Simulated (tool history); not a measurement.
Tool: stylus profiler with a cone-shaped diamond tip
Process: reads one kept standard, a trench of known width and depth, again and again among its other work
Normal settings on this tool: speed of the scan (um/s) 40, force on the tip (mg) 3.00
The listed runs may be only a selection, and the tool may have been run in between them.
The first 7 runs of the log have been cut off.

| run | hour | speed of the scan (um/s) | force on the tip (mg) | scans with this tip | hours of work since the height scale was calibrated | depth of the trench (nm) | width of the trench's floor (nm) |
|---|---|---|---|---|---|---|---|
| 8 | 227.4 | 27 | 3.08 | 895 | 155 | 201.44 | 47810 |
| 9 | 251.4 | 40 | 3.00 | 964 | 167 | 201.59 | 47800 |
| 10 | 288.4 | 40 | 3.00 | 1070 | 185 | 201.62 | 47780 |
| 11 | 331.2 | 40 | 3.00 | 1193 | 207 | 201.49 | 47770 |
| 12 | 359.8 | 40 | 3.00 | 1275 | 221 | 201.63 | 47710 |
| 13 | 379.1 | 55 | 3.00 | 1330 | 230 | 201.62 | 47600 |
| 14 | 407.0 | 55 | 3.00 | 1410 | 244 | 201.58 | 47640 |
| 15 | 448.6 | 55 | 3.00 | 1530 | 265 | 201.75 | 47590 |
| 16 | 467.3 | 55 | 3.00 | 1583 | 274 | 201.47 | 47640 |
| 17 | 491.0 | 13 | 2.06 | 1651 | 286 | 201.18 | 47820 |
| 18 | 534.6 | 22 | 2.06 | 1777 | 308 | 201.47 | 47700 |
| 19 | 571.8 | 25 | 1.46 | 1883 | 326 | 201.14 | 47690 |
| 20 | 615.4 | 12 | 1.43 | 2008 | 348 | 200.99 | 47790 |
| 21 | 639.0 | 12 | 1.43 | 2076 | 360 | 200.99 | 47760 |
| 22 | 683.3 | 50 | 5.21 | 2203 | 382 | 202.38 | 47670 |
| 23 | 723.9 | 50 | 5.21 | 2320 | 402 | 202.42 | 47580 |
| 24 | 756.1 | 56 | 1.01 | 2413 | 418 | 200.91 | 47310 |
| 25 | 782.7 | 56 | 1.01 | 2489 | 431 | 200.83 | 47320 |

Run 26 has not been measured yet. What should we expect?
| 26 | 811.1 | 18 | 2.36 | 2570 | 445 | ? | ? |

depth of the trench (nm): 201.43
width of the trench's floor (nm): 47690
With no hidden state in the tool, this same run would have given depth of the trench (nm) 201.24, width of the trench's floor (nm) 47940.

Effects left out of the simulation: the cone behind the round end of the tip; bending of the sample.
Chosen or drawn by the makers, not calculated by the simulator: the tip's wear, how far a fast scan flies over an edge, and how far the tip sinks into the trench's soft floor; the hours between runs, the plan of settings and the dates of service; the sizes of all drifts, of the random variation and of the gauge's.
